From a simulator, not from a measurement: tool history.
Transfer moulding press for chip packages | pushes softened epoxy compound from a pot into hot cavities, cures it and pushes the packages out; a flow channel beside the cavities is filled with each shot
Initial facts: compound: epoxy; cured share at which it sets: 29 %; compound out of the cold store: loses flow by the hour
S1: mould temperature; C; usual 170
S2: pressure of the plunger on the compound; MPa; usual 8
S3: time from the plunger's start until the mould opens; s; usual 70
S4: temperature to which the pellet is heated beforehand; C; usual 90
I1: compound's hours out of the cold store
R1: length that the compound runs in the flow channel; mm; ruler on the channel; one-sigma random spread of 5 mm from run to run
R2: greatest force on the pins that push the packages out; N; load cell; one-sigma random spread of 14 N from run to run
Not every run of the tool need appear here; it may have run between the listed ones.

run 1 hour=0 | S1=170 S2=8 S3=70 S4=90 | I1=8.9 | R1=792 R2=897
-- hour=32.5 cavities cleaned with cleaning compound and waxed
-- hour=79 cavities cleaned with cleaning compound and waxed
run 2 hour=83.2 | S1=170 S2=8 S3=70 S4=90 | I1=47.3 | R1=679 R2=696
-- hour=128.3 cavities cleaned with cleaning compound and waxed
run 3 hour=162.2 | S1=170 S2=8 S3=70 S4=87 | I1=21.1 | R1=738 R2=1037
-- hour=175.5 cavities cleaned with cleaning compound and waxed
-- hour=221.5 cavities cleaned with cleaning compound and waxed
run 4 hour=224.2 | S1=170 S2=8 S3=70 S4=87 | I1=29.5 | R1=708 R2=780
-- hour=268.5 cavities cleaned with cleaning compound and waxed
run 5 hour=293.4 | S1=170 S2=8 S3=70 S4=92 | I1=24.2 | R1=703 R2=925
-- hour=313.9 cavities cleaned with cleaning compound and waxed
-- hour=331.2 mould's thermocouples calibrated
run 6 hour=334.6 | S1=170 S2=8 S3=70 S4=92 | I1=14.9 | R1=726 R2=884
-- hour=362.6 cavities cleaned with cleaning compound and waxed
run 7 hour=376.5 | S1=170 S2=8 S3=70 S4=90 | I1=36.8 | R1=667 R2=781
-- hour=404.5 plunger's sealing rings changed
-- hour=412.7 cavities cleaned with cleaning compound and waxed
-- hour=458.6 cavities cleaned with cleaning compound and waxed
run 8 hour=459.4 | S1=170 S2=8 S3=70 S4=90 | I1=17.5 | R1=747 R2=729
-- hour=472.5 cavities cleaned with cleaning compound and waxed, once more
-- hour=523.1 cavities cleaned with cleaning compound and waxed
run 9 hour=526.9 | S1=170 S2=8 S3=70 S4=90 | I1=28 | R1=716 R2=759
-- hour=574.2 cavities cleaned with cleaning compound and waxed
run 10 hour=589.2 | S1=170 S2=8 S3=70 S4=90 | I1=38.9 | R1=692 R2=841
-- hour=622.7 cavities cleaned with cleaning compound and waxed
run 11 hour=648.1 | S1=170 S2=9.78 S3=70 S4=90 | I1=10.2 | R1=821 R2=972
-- hour=669.2 cavities cleaned with cleaning compound and waxed
-- hour=714.8 cavities cleaned with cleaning compound and waxed
run 12 hour=717.7 | S1=170 S2=8 S3=95 S4=90 | I1=24.3 | R1=704 R2=451
run 13 hour=755.2 | S1=178 S2=8 S3=70 S4=97 | I1=19.7 | R1=704 R2=659
-- hour=760.6 cavities cleaned with cleaning compound and waxed
-- hour=812.3 plunger's sealing rings changed
-- hour=813.8 cavities cleaned with cleaning compound and waxed
run 14 hour=827.5 | S1=178 S2=8 S3=70 S4=97 | I1=35.1 | R1=711 R2=558
-- hour=859.6 cavities cleaned with cleaning compound and waxed
run 15 hour=863 | S1=178 S2=8 S3=70 S4=97 | I1=25.9 | R1=723 R2=496
-- hour=904.3 cavities cleaned with cleaning compound and waxed
run 16 hour=919.1 | S1=178 S2=8 S3=70 S4=97 | I1=30.2 | R1=713 R2=554
-- hour=949.5 cavities cleaned with cleaning compound and waxed
run 17 hour=954.6 | S1=178 S2=8 S3=70 S4=97 | I1=42.6 | R1=683 R2=501
-- hour=996 cavities cleaned with cleaning compound and waxed
run 18 hour=1011.6 | S1=178 S2=6.34 S3=101 S4=97 | I1=26.4 | R1=624 R2=453
-- hour=1045.8 cavities cleaned with cleaning compound and waxed
run 19 hour=1083.5 | S1=163 S2=6.27 S3=70 S4=90 | I1=36.5 | R1=603 R2=1634
-- hour=1091.4 cavities cleaned with cleaning compound and waxed
-- hour=1135.4 mould's thermocouples calibrated
-- hour=1141.5 cavities cleaned with cleaning compound and waxed
run 20 hour=1154.7 | S1=166 S2=7.15 S3=68 S4=98 | I1=41.8 | R1=617 R2=1001

Below, each run's measurement less what the same run would have read without the hidden state. Both values contain the same run-to-run variation, but the gauge's scatter may not be the same in both:
What the log doesn't record here: true mould temperature over the reading, C; pressure that reaches the compound, % of what is set; grip of the stained cavities, % over clean ones'; drift of the gauge itself on flow_mm, %; drift of the gauge itself on push_out_n, %.
run=1 R1=+0 R2=+184
run=2 R1=-10 R2=+60
run=3 R1=-22 R2=+335
run=4 R1=-30 R2=+88
run=5 R1=-40 R2=+262
run=6 R1=-48 R2=+207
run=7 R1=-49 R2=+147
run=8 R1=-9 R2=+32
run=9 R1=-17 R2=+70
run=10 R1=-25 R2=+180
run=11 R1=-39 R2=+280
run=12 R1=-44 R2=+33
run=13 R1=-49 R2=+229
run=14 R1=-3 R2=+110
run=15 R1=-8 R2=+42
run=16 R1=-15 R2=+108
run=17 R1=-18 R2=+55
run=18 R1=-24 R2=+88
run=19 R1=-33 R2=+567
run=20 R1=-44 R2=+154
